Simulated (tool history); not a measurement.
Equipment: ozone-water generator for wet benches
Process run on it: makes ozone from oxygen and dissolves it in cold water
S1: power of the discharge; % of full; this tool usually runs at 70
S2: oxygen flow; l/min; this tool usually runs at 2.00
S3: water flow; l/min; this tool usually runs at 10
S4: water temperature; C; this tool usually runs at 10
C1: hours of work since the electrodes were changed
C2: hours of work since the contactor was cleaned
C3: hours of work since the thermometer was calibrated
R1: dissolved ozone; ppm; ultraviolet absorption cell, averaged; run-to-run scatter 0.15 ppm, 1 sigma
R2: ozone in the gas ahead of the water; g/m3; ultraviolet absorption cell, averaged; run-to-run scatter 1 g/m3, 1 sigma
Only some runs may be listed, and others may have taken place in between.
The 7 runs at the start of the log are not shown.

run 8 hour=277.4 | S1=70 S2=2.00 S3=10 S4=6 | C1=288 C2=5075 C3=1182 | R1=17.9 R2=177.8
run 9 hour=318.8 | S1=70 S2=2.00 S3=10 S4=6 | C1=317 C2=5103 C3=1210 | R1=17.8 R2=175.5
run 10 hour=367.1 | S1=70 S2=2.00 S3=10 S4=6 | C1=350 C2=5137 C3=1244 | R1=17.8 R2=178.1
run 11 hour=389.9 | S1=70 S2=2.00 S3=8 S4=10 | C1=366 C2=5153 C3=1260 | R1=20.7 R2=177.5
run 12 hour=432.6 | S1=70 S2=2.00 S3=8 S4=10 | C1=396 C2=5182 C3=1290 | R1=21.0 R2=179.0
run 13 hour=457.0 | S1=70 S2=2.00 S3=10 S4=10 | C1=413 C2=5199 C3=1306 | R1=17.5 R2=176.3
run 14 hour=485.2 | S1=70 S2=2.00 S3=7 S4=10 | C1=432 C2=5219 C3=1326 | R1=23.2 R2=175.6
run 15 hour=537.6 | S1=70 S2=2.00 S3=7 S4=10 | C1=469 C2=5255 C3=1362 | R1=23.2 R2=177.8
run 16 hour=570.7 | S1=70 S2=2.00 S3=7 S4=10 | C1=492 C2=5278 C3=1385 | R1=23.1 R2=177.3
run 17 hour=605.1 | S1=100 S2=2.00 S3=12 S4=10 | C1=516 C2=5302 C3=1409 | R1=18.3 R2=228.0
run 18 hour=648.8 | S1=59 S2=1.86 S3=7 S4=10 | C1=546 C2=5333 C3=1440 | R1=20.5 R2=163.4
run 19 hour=704.3 | S1=80 S2=3.11 S3=10 S4=13 | C1=585 C2=5371 C3=1478 | R1=18.1 R2=149.3
run 20 hour=759.0 | S1=70 S2=2.00 S3=10 S4=6 | C1=623 C2=5409 C3=1516 | R1=17.7 R2=174.8
run 21 hour=801.2 | S1=75 S2=1.81 S3=10 S4=6 | C1=652 C2=5439 C3=1546 | R1=18.7 R2=196.1
run 22 hour=828.3 | S1=75 S2=1.81 S3=10 S4=6 | C1=671 C2=5457 C3=1564 | R1=18.3 R2=197.3
run 23 hour=862.4 | S1=70 S2=1.06 S3=14 S4=10 | C1=694 C2=5481 C3=1588 | R1=10.9 R2=256.7
run 24 hour=897.4 | S1=70 S2=1.06 S3=14 S4=17 | C1=719 C2=5505 C3=1612 | R1=10.4 R2=259.1
run 25 hour=939.6 | S1=70 S2=1.06 S3=14 S4=17 | C1=748 C2=5535 C3=1642 | R1=10.5 R2=257.6
run 26 hour=984.7 | S1=70 S2=1.96 S3=14 S4=15 | C1=779 C2=5566 C3=1673 | R1=11.6 R2=177.1
run 27 hour=1038.5 | S1=70 S2=1.96 S3=14 S4=15 | C1=817 C2=5603 C3=1710 | R1=11.6 R2=177.5
run 28 hour=1087.1 | S1=70 S2=1.96 S3=13 S4=7 | C1=850 C2=5637 C3=1744 | R1=13.6 R2=177.2
run 29 hour=1123.3 | S1=70 S2=1.96 S3=13 S4=7 | C1=876 C2=5662 C3=1769 | R1=13.3 R2=176.3
run 30 hour=1173.4 | S1=70 S2=1.18 S3=13 S4=12 | C1=910 C2=5697 C3=1804 | R1=12.1 R2=239.6
run 31 hour=1218.2 | S1=70 S2=1.18 S3=13 S4=12 | C1=941 C2=5728 C3=1835 | R1=12.0 R2=240.6
run 32 hour=1256.8 | S1=49 S2=2.00 S3=10 S4=14 | C1=968 C2=5755 C3=1862 | R1=12.5 R2=136.2

Each row is a separate what-if for the run after 32, all from the same tool condition, not one after another. Results?
run A hour=1287.4 | S1=47 S2=2.00 S3=10 S4=14 | C1=990 C2=5776 C3=1883 | R1=? R2=?
run B hour=1287.4 | S1=49 S2=1.14 S3=15 S4=14 | C1=990 C2=5776 C3=1883 | R1=? R2=?
run C hour=1287.4 | S1=84 S2=3.18 S3=10 S4=10 | C1=990 C2=5776 C3=1883 | R1=? R2=?
run D hour=1287.4 | S1=49 S2=1.14 S3=12 S4=14 | C1=990 C2=5776 C3=1883 | R1=? R2=?

run=A R1=12.2 R2=132.6
run=B R1=7.8 R2=190.3
run=C R1=19.6 R2=150.4
run=D R1=10.0 R2=191.8
The same runs, with their run-to-run variation unchanged, on a tool lacking any hidden condition would have given:
run=A R1=12.6 R2=133.8
run=B R1=8.1 R2=192.0
run=C R1=20.3 R2=152.4
run=D R1=10.3 R2=193.5

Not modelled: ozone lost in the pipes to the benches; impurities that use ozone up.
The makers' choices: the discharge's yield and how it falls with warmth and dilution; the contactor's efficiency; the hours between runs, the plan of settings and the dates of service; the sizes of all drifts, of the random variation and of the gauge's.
